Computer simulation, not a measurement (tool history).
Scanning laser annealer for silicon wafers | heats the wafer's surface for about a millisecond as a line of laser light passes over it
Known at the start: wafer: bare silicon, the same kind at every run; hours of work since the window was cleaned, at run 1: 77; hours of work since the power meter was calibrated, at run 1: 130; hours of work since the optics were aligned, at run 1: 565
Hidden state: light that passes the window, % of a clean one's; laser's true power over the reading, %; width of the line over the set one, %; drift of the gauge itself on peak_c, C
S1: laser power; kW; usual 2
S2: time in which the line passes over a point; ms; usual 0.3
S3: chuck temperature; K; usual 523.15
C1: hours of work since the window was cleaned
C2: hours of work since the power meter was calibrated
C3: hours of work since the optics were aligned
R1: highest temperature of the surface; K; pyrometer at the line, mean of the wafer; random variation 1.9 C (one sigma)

run,day,S1,S2,S3,C1,C2,C3,R1
1,0,2,0.3,523.15,77,130,565,1338.15
2,0.5,2,0.3,523.15,84,136,571,1340.15
3,0.788,2,0.3,523.15,88,140,575,1340.15
4,1.033,2,0.3,523.15,91,144,578,1335.15
5,1.454,2,0.3,523.15,97,149,584,1338.15
6,1.842,2,0.3,523.15,102,154,589,1340.15
7,2.271,2,0.3,523.15,107,160,595,1335.15
8,2.546,2,0.3,523.15,111,164,598,1336.15
9,2.833,2,0.3,523.15,115,167,602,1335.15
10,3.338,2,0.3,523.15,121,174,609,1332.15
11,3.629,2,0.3,523.15,125,178,613,1330.15
12,4.067,2,0.3,523.15,131,184,619,1329.15
13,4.421,2,0.3,523.15,136,188,623,1334.15
14,4.683,1.973,0.353,523.15,139,192,627,1386.15
15,4.962,1.98,0.212,523.15,143,196,630,1186.15
16,5.371,1.973,0.212,523.15,148,201,636,1182.15
17,5.838,2.072,0.304,523.15,155,207,642,1370.15
18,6.367,1.817,0.344,544.15,162,214,649,1295.15
19,6.858,2,0.214,488.15,168,221,656,1161.15
20,7.329,1.723,0.249,488.15,174,227,662,1087.15
21,7.825,2,0.366,499.15,181,233,668,1383.15
22,8.283,2,0.366,499.15,187,240,674,1385.15
23,8.542,1.844,0.3,535.15,190,243,678,1249.15
24,8.779,1.712,0.3,501.15,194,246,681,1145.15

Hidden state or all else? Some run-to-run changes of R1, split into what the settings, what came in and random variation would give without the hidden state, and what is left for the hidden state (with any gauge scatter that isn't in both results):
Run 14 -> 15: S1 1.973 -> 1.98, S2 0.353 -> 0.212. R1 -200 K: hidden state +9, all else -209.
Run 16 -> 17: S1 1.973 -> 2.072, S2 0.212 -> 0.304. R1 +188 K: hidden state -11, all else +199.
Run 20 -> 21: S1 1.723 -> 2, S2 0.249 -> 0.366, S3 488.15 -> 499.15. R1 +296 K: hidden state -18, all else +314.

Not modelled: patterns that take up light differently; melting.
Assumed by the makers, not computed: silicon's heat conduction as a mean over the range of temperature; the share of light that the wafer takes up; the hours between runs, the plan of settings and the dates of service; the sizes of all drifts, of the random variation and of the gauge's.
